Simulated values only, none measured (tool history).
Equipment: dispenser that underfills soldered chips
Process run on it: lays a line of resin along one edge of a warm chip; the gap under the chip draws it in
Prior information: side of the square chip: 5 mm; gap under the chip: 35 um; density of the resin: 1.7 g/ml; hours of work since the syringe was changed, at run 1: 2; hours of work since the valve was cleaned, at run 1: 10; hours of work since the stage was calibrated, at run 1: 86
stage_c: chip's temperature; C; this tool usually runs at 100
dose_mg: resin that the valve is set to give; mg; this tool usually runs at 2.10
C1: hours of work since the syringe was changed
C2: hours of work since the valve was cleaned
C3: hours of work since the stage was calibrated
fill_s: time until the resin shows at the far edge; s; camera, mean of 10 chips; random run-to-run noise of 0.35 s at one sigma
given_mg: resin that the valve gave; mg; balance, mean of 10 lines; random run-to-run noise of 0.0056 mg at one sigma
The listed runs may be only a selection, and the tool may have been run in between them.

{"run": 1, "hour": 0.0, "stage_c": 100, "dose_mg": 2.1, "C1": 2, "C2": 10, "C3": 86, "fill_s": 20.3, "given_mg": 2.091}
{"run": 2, "hour": 4.2, "stage_c": 100, "dose_mg": 2.1, "C1": 4, "C2": 13, "C3": 89, "fill_s": 22.3, "given_mg": 2.074}
{"run": 3, "hour": 8.3, "stage_c": 100, "dose_mg": 2.1, "C1": 7, "C2": 16, "C3": 92, "fill_s": 24.6, "given_mg": 2.074}
{"run": 4, "hour": 10.7, "stage_c": 100, "dose_mg": 2.1, "C1": 8, "C2": 17, "C3": 93, "fill_s": 25.6, "given_mg": 2.067}
{"hour": 11.6, "done": "new syringe of resin"}
{"run": 5, "hour": 14.1, "stage_c": 100, "dose_mg": 2.1, "C1": 2, "C2": 19, "C3": 95, "fill_s": 20.0, "given_mg": 2.063}
{"run": 6, "hour": 16.7, "stage_c": 100, "dose_mg": 2.1, "C1": 3, "C2": 21, "C3": 97, "fill_s": 21.1, "given_mg": 2.065}
{"run": 7, "hour": 20.3, "stage_c": 100, "dose_mg": 2.1, "C1": 6, "C2": 23, "C3": 99, "fill_s": 22.5, "given_mg": 2.062}
{"run": 8, "hour": 23.9, "stage_c": 100, "dose_mg": 2.1, "C1": 8, "C2": 25, "C3": 101, "fill_s": 25.2, "given_mg": 2.056}
{"hour": 25.5, "done": "new syringe of resin"}
{"run": 9, "hour": 27.0, "stage_c": 110, "dose_mg": 2.1, "C1": 1, "C2": 27, "C3": 103, "fill_s": 14.4, "given_mg": 2.052}
{"run": 10, "hour": 30.5, "stage_c": 100, "dose_mg": 2.1, "C1": 3, "C2": 29, "C3": 106, "fill_s": 22.0, "given_mg": 2.045}
{"run": 11, "hour": 34.1, "stage_c": 100, "dose_mg": 2.1, "C1": 6, "C2": 32, "C3": 108, "fill_s": 23.1, "given_mg": 2.049}
{"run": 12, "hour": 37.9, "stage_c": 100, "dose_mg": 2.1, "C1": 8, "C2": 34, "C3": 110, "fill_s": 25.0, "given_mg": 2.044}
{"hour": 39.6, "done": "new syringe of resin"}
{"run": 13, "hour": 42.9, "stage_c": 100, "dose_mg": 2.16, "C1": 2, "C2": 37, "C3": 113, "fill_s": 20.5, "given_mg": 2.094}
{"run": 14, "hour": 46.3, "stage_c": 100, "dose_mg": 2.16, "C1": 4, "C2": 39, "C3": 116, "fill_s": 22.6, "given_mg": 2.097}
{"run": 15, "hour": 49.9, "stage_c": 100, "dose_mg": 2.16, "C1": 7, "C2": 42, "C3": 118, "fill_s": 24.1, "given_mg": 2.099}
{"hour": 53.7, "done": "new syringe of resin"}
{"run": 16, "hour": 53.9, "stage_c": 100, "dose_mg": 2.16, "C1": 0, "C2": 44, "C3": 120, "fill_s": 19.9, "given_mg": 2.091}
{"run": 17, "hour": 57.6, "stage_c": 100, "dose_mg": 2.1, "C1": 2, "C2": 47, "C3": 123, "fill_s": 21.3, "given_mg": 2.024}
{"run": 18, "hour": 61.1, "stage_c": 89, "dose_mg": 2.1, "C1": 5, "C2": 49, "C3": 125, "fill_s": 30.9, "given_mg": 2.026}
{"run": 19, "hour": 65.1, "stage_c": 94, "dose_mg": 2.01, "C1": 7, "C2": 51, "C3": 127, "fill_s": 29.3, "given_mg": 1.936}
{"run": 20, "hour": 67.2, "stage_c": 94, "dose_mg": 2.01, "C1": 9, "C2": 53, "C3": 129, "fill_s": 31.6, "given_mg": 1.929}
{"hour": 67.9, "done": "new syringe of resin"}
{"hour": 72.6, "done": "dispensing valve cleaned and set on the balance"}
{"run": 21, "hour": 73.0, "stage_c": 103, "dose_mg": 1.97, "C1": 3, "C2": 0, "C3": 132, "fill_s": 19.0, "given_mg": 1.964}
{"run": 22, "hour": 75.5, "stage_c": 104, "dose_mg": 1.83, "C1": 4, "C2": 2, "C3": 133, "fill_s": 20.9, "given_mg": 1.829}
{"run": 23, "hour": 79.3, "stage_c": 104, "dose_mg": 1.83, "C1": 7, "C2": 4, "C3": 136, "fill_s": 22.4, "given_mg": 1.822}
{"run": 24, "hour": 81.8, "stage_c": 115, "dose_mg": 2.61, "C1": 8, "C2": 6, "C3": 137, "fill_s": 16.0, "given_mg": 2.597}
{"hour": 82.8, "done": "new syringe of resin"}
{"run": 25, "hour": 86.3, "stage_c": 114, "dose_mg": 2.01, "C1": 2, "C2": 9, "C3": 140, "fill_s": 14.2, "given_mg": 1.996}
{"run": 26, "hour": 89.8, "stage_c": 99, "dose_mg": 2.25, "C1": 4, "C2": 11, "C3": 142, "fill_s": 23.0, "given_mg": 2.218}
{"run": 27, "hour": 94.3, "stage_c": 93, "dose_mg": 1.83, "C1": 7, "C2": 14, "C3": 145, "fill_s": 31.4, "given_mg": 1.801}
{"hour": 96.7, "done": "new syringe of resin"}
{"run": 28, "hour": 99.4, "stage_c": 89, "dose_mg": 2.12, "C1": 2, "C2": 17, "C3": 148, "fill_s": 28.8, "given_mg": 2.094}
{"run": 29, "hour": 104.3, "stage_c": 89, "dose_mg": 2.12, "C1": 5, "C2": 20, "C3": 151, "fill_s": 31.6, "given_mg": 2.085}
{"run": 30, "hour": 107.2, "stage_c": 109, "dose_mg": 2.07, "C1": 7, "C2": 22, "C3": 153, "fill_s": 19.4, "given_mg": 2.034}
{"hour": 110.9, "done": "new syringe of resin"}
{"run": 31, "hour": 111.0, "stage_c": 109, "dose_mg": 2.14, "C1": 0, "C2": 24, "C3": 155, "fill_s": 14.8, "given_mg": 2.111}
{"run": 32, "hour": 115.9, "stage_c": 102, "dose_mg": 1.8, "C1": 3, "C2": 27, "C3": 159, "fill_s": 21.2, "given_mg": 1.757}
{"run": 33, "hour": 119.6, "stage_c": 102, "dose_mg": 1.8, "C1": 6, "C2": 30, "C3": 161, "fill_s": 23.6, "given_mg": 1.758}
{"run": 34, "hour": 124.3, "stage_c": 100, "dose_mg": 2.1, "C1": 9, "C2": 33, "C3": 164, "fill_s": 27.0, "given_mg": 2.038}
{"hour": 125.0, "done": "new syringe of resin"}
{"run": 35, "hour": 126.8, "stage_c": 108, "dose_mg": 2.23, "C1": 1, "C2": 34, "C3": 165, "fill_s": 16.2, "given_mg": 2.189}

Each row is a separate what-if for the run after 35, all from the same tool condition, not one after another. Results?
{"run": "A", "hour": 129.5, "stage_c": 102, "dose_mg": 2.65, "C1": 3, "C2": 36, "C3": 167, "fill_s": "?", "given_mg": "?"}
{"run": "B", "hour": 129.5, "stage_c": 110, "dose_mg": 1.94, "C1": 3, "C2": 36, "C3": 167, "fill_s": "?", "given_mg": "?"}
{"run": "C", "hour": 129.5, "stage_c": 106, "dose_mg": 2.1, "C1": 3, "C2": 36, "C3": 167, "fill_s": "?", "given_mg": "?"}
{"run": "D", "hour": 129.5, "stage_c": 109, "dose_mg": 2.13, "C1": 3, "C2": 36, "C3": 167, "fill_s": "?", "given_mg": "?"}

run=A fill_s=19.9 given_mg=2.566
run=B fill_s=16.6 given_mg=1.886
run=C fill_s=18.2 given_mg=2.046
run=D fill_s=16.1 given_mg=2.076
Stripped of hidden state, with their random variation kept, the same runs would have yielded:
run=A fill_s=17.4 given_mg=2.637
run=B fill_s=14.5 given_mg=1.938
run=C fill_s=15.9 given_mg=2.103
run=D fill_s=14.1 given_mg=2.134
